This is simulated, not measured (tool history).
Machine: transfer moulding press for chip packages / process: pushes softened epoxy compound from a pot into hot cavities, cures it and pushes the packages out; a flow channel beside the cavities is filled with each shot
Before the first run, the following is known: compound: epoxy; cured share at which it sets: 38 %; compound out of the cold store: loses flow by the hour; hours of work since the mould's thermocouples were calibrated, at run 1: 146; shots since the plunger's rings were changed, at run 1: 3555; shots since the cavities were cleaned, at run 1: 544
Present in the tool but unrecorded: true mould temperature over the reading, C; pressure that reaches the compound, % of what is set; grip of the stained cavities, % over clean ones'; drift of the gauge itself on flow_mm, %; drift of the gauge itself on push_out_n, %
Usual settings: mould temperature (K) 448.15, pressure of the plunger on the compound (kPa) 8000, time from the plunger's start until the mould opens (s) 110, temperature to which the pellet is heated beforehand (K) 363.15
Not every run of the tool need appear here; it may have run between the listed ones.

| run | day | mould temperature (K) | pressure of the plunger on the compound (kPa) | time from the plunger's start until the mould opens (s) | temperature to which the pellet is heated beforehand (K) | hours of work since the mould's thermocouples were calibrated | shots since the plunger's rings were changed | shots since the cavities were cleaned | incoming compound's hours out of the cold store | length that the compound runs in the flow channel (mm) | greatest force on the pins that push the packages out (N) |
|---|---|---|---|---|---|---|---|---|---|---|---|
| 1 | 0 | 448.15 | 8000 | 110 | 363.15 | 146 | 3555 | 544 | 27 | 758 | 395 |
| 2 | 0.358 | 448.15 | 8000 | 110 | 363.15 | 150 | 3625 | 614 | 20.7 | 778 | 405 |
| 3 | 0.821 | 448.15 | 8000 | 106 | 363.15 | 155 | 3714 | 703 | 27.3 | 753 | 443 |
| 4 | 1.342 | 448.15 | 8000 | 110 | 363.15 | 161 | 3815 | 804 | 14.4 | 796 | 449 |
| 5 | 1.675 | 448.15 | 8000 | 106 | 363.15 | 164 | 3879 | 868 | 44.5 | 705 | 446 |
| 6 | 1.929 | 448.15 | 8000 | 106 | 363.15 | 167 | 3929 | 918 | 20.7 | 769 | 495 |
| 7 | 2.229 | 448.15 | 8000 | 106 | 363.15 | 170 | 3986 | 975 | 38.3 | 712 | 468 |
| 8 | 2.6 | 448.15 | 8000 | 110 | 363.15 | 174 | 4058 | 1047 | 33.5 | 736 | 465 |
|  | 2.792 | cavities cleaned with cleaning compound and waxed |
| 9 | 2.95 | 448.15 | 8000 | 110 | 363.15 | 177 | 4113 | 30 | 43.3 | 703 | 251 |
| 10 | 3.492 | 448.15 | 8000 | 110 | 363.15 | 183 | 4218 | 135 | 37.7 | 716 | 297 |
| 11 | 3.933 | 448.15 | 8000 | 110 | 363.15 | 188 | 4304 | 221 | 29.7 | 745 | 336 |
| 12 | 4.196 | 448.15 | 8640 | 110 | 363.15 | 191 | 4355 | 272 | 40.2 | 740 | 327 |
| 13 | 4.483 | 448.15 | 8640 | 110 | 363.15 | 194 | 4411 | 328 | 34.2 | 757 | 344 |
| 14 | 4.971 | 448.15 | 8000 | 110 | 363.15 | 199 | 4505 | 422 | 42.9 | 703 | 365 |
| 15 | 5.575 | 448.15 | 8000 | 131 | 369.15 | 206 | 4621 | 538 | 12.4 | 792 | 350 |
| 16 | 5.879 | 442.15 | 8000 | 131 | 363.15 | 209 | 4680 | 597 | 29.9 | 763 | 452 |
| 17 | 6.162 | 442.15 | 8000 | 131 | 363.15 | 212 | 4735 | 652 | 13.8 | 821 | 467 |
| 18 | 6.733 | 452.15 | 8620 | 138 | 360.15 | 218 | 4846 | 763 | 24 | 775 | 364 |
| 19 | 7.192 | 450.15 | 8620 | 138 | 360.15 | 223 | 4934 | 851 | 12.2 | 819 | 397 |
| 20 | 7.588 | 449.15 | 6920 | 138 | 360.15 | 227 | 5010 | 927 | 38.5 | 659 | 411 |
| 21 | 8.179 | 440.15 | 6800 | 110 | 366.15 | 234 | 5125 | 1042 | 28.4 | 715 | 781 |
|  | 8.388 | cavities cleaned with cleaning compound and waxed |
| 22 | 8.612 | 445.15 | 8000 | 110 | 370.15 | 238 | 5197 | 44 | 32.9 | 738 | 308 |
| 23 | 8.946 | 445.15 | 8000 | 110 | 370.15 | 241 | 5261 | 108 | 20.2 | 776 | 331 |
| 24 | 9.317 | 449.15 | 9620 | 116 | 369.15 | 245 | 5333 | 180 | 19.6 | 838 | 289 |
| 25 | 9.85 | 451.15 | 9620 | 116 | 370.15 | 251 | 5437 | 284 | 19.1 | 827 | 303 |
| 26 | 10.433 | 451.15 | 7010 | 116 | 353.15 | 257 | 5549 | 396 | 14.2 | 726 | 338 |
| 27 | 11.029 | 451.15 | 7010 | 116 | 353.15 | 264 | 5664 | 511 | 38.3 | 652 | 369 |
| 28 | 11.488 | 455.15 | 8720 | 110 | 362.15 | 269 | 5753 | 600 | 47.9 | 685 | 348 |

Across each entry between runs, compare the hidden state at the last listed run before it with the hidden state at the first listed run after it:
Run 8 -> run 9: cavities cleaned with cleaning compound and waxed (day 2.792)
  true mould temperature over the reading, C: -0.44 -> -0.45; pressure that reaches the compound, % of what is set: 91.84 -> 91.74; grip of the stained cavities, % over clean ones': 92.1 -> 4.8
  measured minus no-state result, length that the compound runs in the flow channel (mm): -30 -> -29; greatest force on the pins that push the packages out (N): +228 -> +14
Run 21 -> run 22: cavities cleaned with cleaning compound and waxed (day 8.388)
  true mould temperature over the reading, C: -0.51 -> -0.52; pressure that reaches the compound, % of what is set: 89.93 -> 89.79; grip of the stained cavities, % over clean ones': 90.2 -> 6.8
  measured minus no-state result, length that the compound runs in the flow channel (mm): -37 -> -39; greatest force on the pins that push the packages out (N): +383 -> +27
